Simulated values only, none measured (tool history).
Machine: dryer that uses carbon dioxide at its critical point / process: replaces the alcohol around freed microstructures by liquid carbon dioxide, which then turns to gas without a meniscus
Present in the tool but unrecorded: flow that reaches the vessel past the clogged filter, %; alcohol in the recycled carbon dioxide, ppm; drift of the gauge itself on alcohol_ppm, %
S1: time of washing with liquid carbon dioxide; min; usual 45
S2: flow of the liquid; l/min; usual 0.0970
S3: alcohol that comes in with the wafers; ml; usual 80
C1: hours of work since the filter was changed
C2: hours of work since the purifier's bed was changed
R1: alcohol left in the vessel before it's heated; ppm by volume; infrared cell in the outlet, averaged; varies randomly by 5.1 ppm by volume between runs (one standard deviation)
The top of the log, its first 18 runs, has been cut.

run   hour  S1      S2   S3   C1   C2    R1
 19  240.0  33  0.0970   80   84  191   567
 20  257.0  33  0.0970   80   92  199   573
 21  269.7  33  0.0970   80   98  205   576
 22  285.0  65  0.0618   80  105  212   206
 23  298.2  65  0.0618   80  111  218   207
 24  307.2  47  0.1410   80  115  222    43
 25  323.3  57  0.0652   29  122  229   147
 26  333.6  57  0.0652   29  127  234   139
 27  340.7  39  0.1238   31  130  237    49
 28  348.9  52  0.0970   80  134  241    65
 29  357.2  52  0.0970   80  138  245    70
 30  368.1  43  0.1509   80  143  250    41
 31  382.5  33  0.1129   80  149  256   255
 32  398.2  36  0.1129  119  157  264   215
 33  406.1  36  0.1636   29  160  267    48
 34  414.2  71  0.0798   39  164  271    46
 35  422.1  36  0.1283   80  167  274    76
 36  429.7  36  0.1283   80  171  278    92
 37  441.6  38  0.1434   64  176  283    50
 38  457.8  64  0.1555   22  184  291    53
 39  471.6  45  0.0858   20  190  297   106
 40  488.6  38  0.1344   21  198  305    59
 41  498.2  45  0.0600   80  202  309  1748

Alternative continuations, all from the tool just after run 41; predict every row:
  A  511.9  67  0.0600  41  209  315   ?
  B  511.9  45  0.0970  51  209  315   ?
  C  511.9  45  0.0970  43  209  315   ?

run   R1
  A  146
  B  105
  C   93
With no hidden state in the tool, these same runs would have given:
run  R1
  A  67
  B  40
  C  30

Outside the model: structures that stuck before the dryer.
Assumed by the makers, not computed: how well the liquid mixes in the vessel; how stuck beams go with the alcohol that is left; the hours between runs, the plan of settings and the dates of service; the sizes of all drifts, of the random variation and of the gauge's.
